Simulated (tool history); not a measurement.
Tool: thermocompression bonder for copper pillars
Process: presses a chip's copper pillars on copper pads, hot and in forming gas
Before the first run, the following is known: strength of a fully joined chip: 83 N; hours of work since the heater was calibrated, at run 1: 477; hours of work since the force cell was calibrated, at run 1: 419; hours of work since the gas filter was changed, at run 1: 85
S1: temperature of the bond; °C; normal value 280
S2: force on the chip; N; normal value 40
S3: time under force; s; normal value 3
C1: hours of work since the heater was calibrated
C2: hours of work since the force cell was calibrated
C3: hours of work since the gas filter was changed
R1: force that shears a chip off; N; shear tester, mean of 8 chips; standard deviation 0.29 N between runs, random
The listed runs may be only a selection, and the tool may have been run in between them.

run	hour	S1	S2	S3	C1	C2	C3	R1
1	0	280	40	3	477	419	85	41.6
2	31	280	40	3	500	441	108	41.3
3	90	280	40	3	543	484	150	40.6
4	124.1	280	40	3	568	509	175	39.9
5	152.8	280	40	3	588	530	196	39.8
6	196.6	280	25	3	620	562	228	29.2
# hour 206.7: forming gas filter changed
7	232.1	280	40	3	646	587	18	42
8	260.6	280	40	3	666	608	39	41.6
9	306.8	280	40	3	700	641	73	40.8
10	340.5	280	40	3	724	666	97	41
11	375.2	280	40	3	749	691	122	40.1
12	441.8	280	40	3	798	739	171	40
13	499.8	280	40	3	840	781	213	39.2
# hour 533.8: forming gas filter changed
14	539.7	280	40	3	868	810	4	41.8
15	588.5	280	40	6	904	845	40	51.1
16	622.1	280	40	2	928	870	64	35.4
17	678.9	280	39	3	969	911	105	39.7
18	723.2	280	39	3	1002	943	137	39.8
19	750.2	280	39	5	1021	963	157	46.5
20	799.8	280	37	3	1057	999	193	37.3
21	837.6	280	56	6	1085	1026	220	56.4
# hour 858.4: forming gas filter changed
22	902.3	271	51	7	1131	1073	32	55.4
23	937.9	280	46	4	1157	1098	58	48.1
24	988.1	261	46	3	1193	1135	94	36.1
25	1016.7	261	46	3	1214	1156	115	35.2
26	1059.8	261	46	3	1245	1187	146	35.5
27	1117.9	257	46	2	1288	1229	188	28.2
# hour 1126.1: heater calibrated with a thermocouple chip
28	1155	257	46	2	21	1255	214	27.2
# hour 1185.5: forming gas filter changed
29	1190.5	257	46	2	46	1280	4	28.7
30	1250	281	55	3	90	1323	47	47.1
# hour 1302.6: heater calibrated with a thermocouple chip, once more
31	1310.4	280	40	2	6	1365	89	36.1
32	1353.8	280	47	6	37	1397	121	55.3
# hour 1395.9: force cell calibrated
33	1401.3	268	47	6	71	4	154	48.8
34	1464.6	268	47	6	116	50	200	48.2
# hour 1513.8: forming gas filter changed
35	1516.1	271	40	3	153	87	2	38.1
36	1562.8	291	51	3	187	121	36	51.4
37	1607.2	291	51	3	220	153	68	51.1
38	1644	285	40	2	246	180	94	36.8
39	1701.9	284	40	3	288	222	137	41.2
40	1734.7	284	40	3	312	246	160	41.3

Here are 3 independent what-if runs from the current tool condition. What would each one return?
A	1786.2	296	30	7	349	283	198	?
B	1786.2	288	45	3	349	283	198	?
C	1786.2	280	40	2	349	283	198	?

run	R1
A	50.8
B	45.1
C	33.8
The same runs, with their run-to-run variation unchanged, on a tool lacking any hidden condition would have given:
run	R1
A	54.6
B	48.6
C	36.5
